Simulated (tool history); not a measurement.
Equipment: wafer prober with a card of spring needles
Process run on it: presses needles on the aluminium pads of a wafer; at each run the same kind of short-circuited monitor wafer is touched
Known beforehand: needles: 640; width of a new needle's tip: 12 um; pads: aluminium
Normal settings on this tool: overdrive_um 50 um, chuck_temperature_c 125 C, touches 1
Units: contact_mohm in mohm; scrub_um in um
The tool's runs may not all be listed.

| run | hour | overdrive_um | chuck_temperature_c | touches | contact_mohm | scrub_um |
|---|---|---|---|---|---|---|
| 1 | 0 | 50 | 125 | 1 | 224 | 11.12 |
|  | 6.1 | tips cleaned on abrasive film |
| 2 | 9.9 | 50 | 28 | 1 | 175 | 11.09 |
| 3 | 23.1 | 57 | 125 | 1 | 205 | 12.64 |
|  | 30.9 | tips cleaned on abrasive film |
| 4 | 33.6 | 50 | 125 | 2 | 167 | 11.11 |
| 5 | 47.4 | 50 | 125 | 2 | 196 | 11.09 |
|  | 55.4 | tips cleaned on abrasive film |
| 6 | 55.4 | 50 | 60 | 1 | 154 | 11.07 |
| 7 | 67.3 | 50 | 125 | 1 | 210 | 11.06 |
| 8 | 74.5 | 50 | 125 | 1 | 224 | 11.07 |
|  | 79.9 | tips cleaned on abrasive film |
| 9 | 85.1 | 50 | 31 | 1 | 176 | 11.09 |
| 10 | 94.4 | 50 | 31 | 1 | 207 | 11.06 |
|  | 104.5 | tips cleaned on abrasive film |
| 11 | 108 | 50 | 125 | 1 | 182 | 11.05 |
| 12 | 117.4 | 32 | 125 | 1 | 295 | 7.02 |
| 13 | 123.2 | 32 | 125 | 1 | 313 | 7 |
|  | 128.8 | tips cleaned on abrasive film |
| 14 | 131.8 | 50 | 39 | 1 | 165 | 11.05 |
| 15 | 145.1 | 50 | 125 | 1 | 221 | 11.02 |
|  | 153.1 | tips cleaned on abrasive film |
| 16 | 158.5 | 48 | 125 | 1 | 192 | 10.55 |
| 17 | 168 | 31 | 125 | 1 | 313 | 6.78 |
| 18 | 173.8 | 31 | 31 | 1 | 345 | 6.78 |
|  | 177.4 | tips cleaned on abrasive film |
| 19 | 179.8 | 31 | 125 | 2 | 199 | 6.75 |
| 20 | 191.9 | 50 | 125 | 2 | 194 | 11.01 |
| 21 | 200.5 | 58 | 100 | 2 | 188 | 12.81 |
|  | 202.8 | tips cleaned on abrasive film |
| 22 | 213.4 | 50 | 31 | 2 | 177 | 11 |
|  | 215.3 | height of the first contact set anew |
| 23 | 220.1 | 35 | 114 | 1 | 285 | 7.87 |
|  | 227.5 | tips cleaned on abrasive film |
| 24 | 227.5 | 47 | 100 | 2 | 158 | 10.53 |
| 25 | 234.5 | 59 | 125 | 2 | 175 | 13.21 |
| 26 | 241.4 | 41 | 56 | 1 | 244 | 9.16 |
|  | 252.5 | tips cleaned on abrasive film |
| 27 | 254 | 40 | 46 | 2 | 164 | 8.95 |
| 28 | 267.9 | 40 | 46 | 2 | 210 | 8.93 |
|  | 277.4 | tips cleaned on abrasive film |
| 29 | 278.8 | 58 | 35 | 2 | 150 | 12.98 |
| 30 | 289.4 | 36 | 27 | 2 | 216 | 8.02 |
| 31 | 297.7 | 65 | 59 | 2 | 173 | 14.54 |
|  | 301.8 | tips cleaned on abrasive film |
| 32 | 311.2 | 43 | 59 | 3 | 176 | 9.6 |
| 33 | 324.9 | 43 | 59 | 3 | 188 | 9.56 |
|  | 327 | tips cleaned on abrasive film |
| 34 | 331.3 | 32 | 125 | 1 | 233 | 7.11 |

Forecast each of these 4 alternatives for the next run:
| A | 338.3 | 39 | 125 | 1 | ? | ? |
| B | 338.3 | 32 | 39 | 2 | ? | ? |
| C | 338.3 | 55 | 42 | 3 | ? | ? |
| D | 338.3 | 35 | 79 | 2 | ? | ? |

| run | contact_mohm | scrub_um |
|---|---|---|
| A | 243 | 8.66 |
| B | 230 | 7.11 |
| C | 160 | 12.28 |
| D | 220 | 7.77 |
Take away the tool's hidden state, keep each run's random variation, and the runs would have read:
| run | contact_mohm | scrub_um |
|---|---|---|
| A | 162 | 8.73 |
| B | 149 | 7.18 |
| C | 142 | 12.35 |
| D | 156 | 7.84 |

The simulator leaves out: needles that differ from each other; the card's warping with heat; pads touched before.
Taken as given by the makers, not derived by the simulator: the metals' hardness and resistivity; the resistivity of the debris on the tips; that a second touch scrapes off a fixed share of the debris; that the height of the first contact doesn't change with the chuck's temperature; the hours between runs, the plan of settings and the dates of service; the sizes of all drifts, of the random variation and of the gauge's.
